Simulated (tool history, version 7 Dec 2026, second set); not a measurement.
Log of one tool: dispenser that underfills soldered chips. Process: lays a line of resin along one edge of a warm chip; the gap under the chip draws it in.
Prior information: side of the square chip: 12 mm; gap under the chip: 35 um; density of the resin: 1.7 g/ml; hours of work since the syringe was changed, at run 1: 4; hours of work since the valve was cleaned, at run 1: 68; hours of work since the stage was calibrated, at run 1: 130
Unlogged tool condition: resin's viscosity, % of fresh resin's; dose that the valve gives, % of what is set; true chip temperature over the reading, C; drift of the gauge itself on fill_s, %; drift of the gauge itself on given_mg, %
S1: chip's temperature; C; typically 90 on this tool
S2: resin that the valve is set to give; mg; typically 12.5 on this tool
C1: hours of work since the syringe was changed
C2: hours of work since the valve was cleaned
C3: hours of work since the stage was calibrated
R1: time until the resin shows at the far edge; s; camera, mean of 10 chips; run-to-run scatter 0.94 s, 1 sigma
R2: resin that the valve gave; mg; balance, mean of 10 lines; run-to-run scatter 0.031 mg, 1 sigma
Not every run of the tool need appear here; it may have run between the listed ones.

| run | hour | S1 | S2 | C1 | C2 | C3 | R1 | R2 |
|---|---|---|---|---|---|---|---|---|
| 1 | 0.0 | 90 | 12.5 | 4 | 68 | 130 | 112.9 | 12.18 |
|  | 2.5 | new syringe of resin |
| 2 | 8.9 | 90 | 11.8 | 5 | 74 | 136 | 114.0 | 11.47 |
|  | 10.1 | new syringe of resin |
|  | 18.4 | new syringe of resin |
| 3 | 20.4 | 90 | 11.8 | 2 | 83 | 144 | 98.5 | 11.37 |
|  | 26.1 | new syringe of resin |
|  | 29.2 | dispensing valve cleaned and set on the balance |
| 4 | 31.8 | 90 | 12.5 | 4 | 2 | 152 | 107.3 | 12.54 |
|  | 35.2 | new syringe of resin |
| 5 | 40.8 | 90 | 12.5 | 4 | 9 | 159 | 108.9 | 12.50 |
|  | 42.9 | new syringe of resin |
|  | 51.1 | new syringe of resin |
| 6 | 51.5 | 90 | 12.1 | 0 | 16 | 167 | 92.4 | 12.02 |
|  | 59.1 | new syringe of resin |
| 7 | 61.9 | 90 | 12.1 | 2 | 24 | 174 | 100.4 | 11.99 |
|  | 67.0 | new syringe of resin |
| 8 | 68.9 | 90 | 12.9 | 1 | 29 | 180 | 94.8 | 12.77 |
|  | 74.7 | new syringe of resin |
|  | 82.4 | new syringe of resin |
| 9 | 82.4 | 90 | 12.5 | 0 | 39 | 189 | 90.5 | 12.29 |
|  | 90.0 | new syringe of resin |
| 10 | 95.7 | 105 | 12.5 | 4 | 49 | 199 | 63.2 | 12.26 |
|  | 98.4 | new syringe of resin |
|  | 106.3 | new syringe of resin |
| 11 | 109.5 | 105 | 14.6 | 2 | 59 | 209 | 57.7 | 14.28 |
|  | 114.4 | new syringe of resin |
| 12 | 116.3 | 105 | 14.6 | 1 | 64 | 214 | 53.6 | 14.18 |
|  | 122.0 | new syringe of resin |
| 13 | 124.5 | 90 | 12.5 | 2 | 70 | 221 | 100.1 | 12.14 |
|  | 130.2 | new syringe of resin |
| 14 | 135.8 | 90 | 12.5 | 4 | 79 | 229 | 108.1 | 12.13 |
|  | 138.3 | new syringe of resin |
|  | 145.7 | new syringe of resin |
| 15 | 147.5 | 90 | 12.5 | 1 | 87 | 237 | 96.2 | 12.05 |
|  | 149.1 | dispensing valve cleaned and set on the balance |
|  | 154.4 | new syringe of resin |
| 16 | 156.5 | 90 | 12.5 | 2 | 5 | 243 | 97.3 | 12.46 |
|  | 162.3 | new syringe of resin |
|  | 170.3 | new syringe of resin |
| 17 | 170.3 | 99 | 12.5 | 0 | 16 | 254 | 65.2 | 12.45 |
| 18 | 177.5 | 99 | 12.5 | 5 | 21 | 259 | 80.9 | 12.36 |
|  | 178.4 | new syringe of resin |
|  | 186.7 | new syringe of resin |
| 19 | 190.4 | 99 | 12.5 | 3 | 30 | 268 | 75.6 | 12.33 |
|  | 194.2 | new syringe of resin |
|  | 202.8 | new syringe of resin |
| 20 | 204.5 | 99 | 12.5 | 1 | 41 | 279 | 69.4 | 12.30 |
|  | 211.0 | new syringe of resin |
| 21 | 216.2 | 104 | 15.6 | 4 | 50 | 288 | 62.3 | 15.24 |
|  | 218.7 | new syringe of resin |
|  | 226.3 | new syringe of resin |
| 22 | 226.5 | 85 | 12.1 | 0 | 57 | 295 | 111.5 | 11.81 |

Run 23 is up next; what results do you expect?
|  | 234.7 | new syringe of resin |
| 23 | 235.5 | 85 | 12.1 | 1 | 64 | 302 | ? | ? |

R1: 114.5 s
R2: 11.78 mg
On a tool with no hidden condition, and with the same random variation, this run would have come out at R1 108.2 s, R2 12.10 mg.

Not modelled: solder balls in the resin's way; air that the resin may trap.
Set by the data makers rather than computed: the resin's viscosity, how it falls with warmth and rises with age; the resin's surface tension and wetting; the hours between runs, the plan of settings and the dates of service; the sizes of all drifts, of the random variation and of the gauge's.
